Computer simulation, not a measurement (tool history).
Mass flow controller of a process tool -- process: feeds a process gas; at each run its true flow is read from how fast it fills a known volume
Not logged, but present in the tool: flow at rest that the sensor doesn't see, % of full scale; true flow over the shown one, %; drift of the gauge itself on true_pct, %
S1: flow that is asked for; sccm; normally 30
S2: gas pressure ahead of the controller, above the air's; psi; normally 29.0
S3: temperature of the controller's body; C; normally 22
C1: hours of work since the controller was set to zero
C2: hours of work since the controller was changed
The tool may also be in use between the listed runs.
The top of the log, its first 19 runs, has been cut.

Run 20, hour 2019.0: usual settings but S2 22.3 psi; C1 1158; C2 1158. Result: true flow (%) 99.65.
Run 21, hour 2092.4: usual settings; C1 1215; C2 1215. Result: true flow (%) 99.53.
Run 22, hour 2185.1: usual settings; C1 1286; C2 1286. Result: true flow (%) 99.35.
Run 23, hour 2311.9: usual settings; C1 1384; C2 1384. Result: true flow (%) 99.59.
Run 24, hour 2399.1: usual settings; C1 1451; C2 1451. Result: true flow (%) 99.46.
Run 25, hour 2540.7: usual settings but S2 32.6 psi, S3 24 C; C1 1560; C2 1560. Result: true flow (%) 99.56.
Run 26, hour 2632.8: usual settings but S2 32.6 psi, S3 24 C; C1 1631; C2 1631. Result: true flow (%) 99.45.
Run 27, hour 2764.7: usual settings but S1 29 sccm, S2 40.3 psi, S3 28 C; C1 1733; C2 1733. Result: true flow (%) 99.35.
Run 28, hour 2876.0: usual settings but S1 10 sccm, S2 40.3 psi, S3 28 C; C1 1819; C2 1819. Result: true flow (%) 98.92.
Run 29, hour 2936.2: usual settings but S1 24 sccm, S2 24.8 psi, S3 36 C; C1 1865; C2 1865. Result: true flow (%) 100.00.
Run 30, hour 3008.8: usual settings but S1 24 sccm, S2 24.8 psi, S3 36 C; C1 1921; C2 1921. Result: true flow (%) 100.03.
Run 31, hour 3082.5: usual settings but S1 24 sccm, S2 38.0 psi, S3 36 C; C1 1978; C2 1978. Result: true flow (%) 99.66.
Run 32, hour 3142.0: usual settings but S2 27.4 psi; C1 2024; C2 2024. Result: true flow (%) 99.50.
Run 33, hour 3250.7: usual settings but S1 6 sccm, S2 40.3 psi, S3 35 C; C1 2107; C2 2107. Result: true flow (%) 99.02.
Run 34, hour 3328.8: usual settings but S1 6 sccm, S2 40.3 psi, S3 35 C; C1 2168; C2 2168. Result: true flow (%) 99.01.
Run 35, hour 3394.9: usual settings but S1 12 sccm, S2 23.1 psi, S3 21 C; C1 2219; C2 2219. Result: true flow (%) 99.42.
Run 36, hour 3477.3: usual settings but S1 13 sccm, S3 26 C; C1 2282; C2 2282. Result: true flow (%) 99.35.
Run 37, hour 3563.5: usual settings but S1 9 sccm, S2 21.6 psi, S3 26 C; C1 2349; C2 2349. Result: true flow (%) 99.49.
Run 38, hour 3688.0: usual settings but S1 11 sccm, S2 31.0 psi, S3 23 C; C1 2444; C2 2444. Result: true flow (%) 99.04.
Run 39, hour 3803.2: usual settings but S1 11 sccm, S2 31.0 psi, S3 23 C; C1 2533; C2 2533. Result: true flow (%) 99.01.
Run 40, hour 3920.3: usual settings but S3 21 C; C1 2623; C2 2623. Result: true flow (%) 99.51.

Run 41, settings as shown, results not yet in. Your forecast:
Run 41, hour 3981.0: usual settings but S3 21 C; C1 2670; C2 2670. Result: true flow (%) ?.

true flow (%): 99.47
With no hidden state in the tool, this same run would have given true flow (%) 99.46.
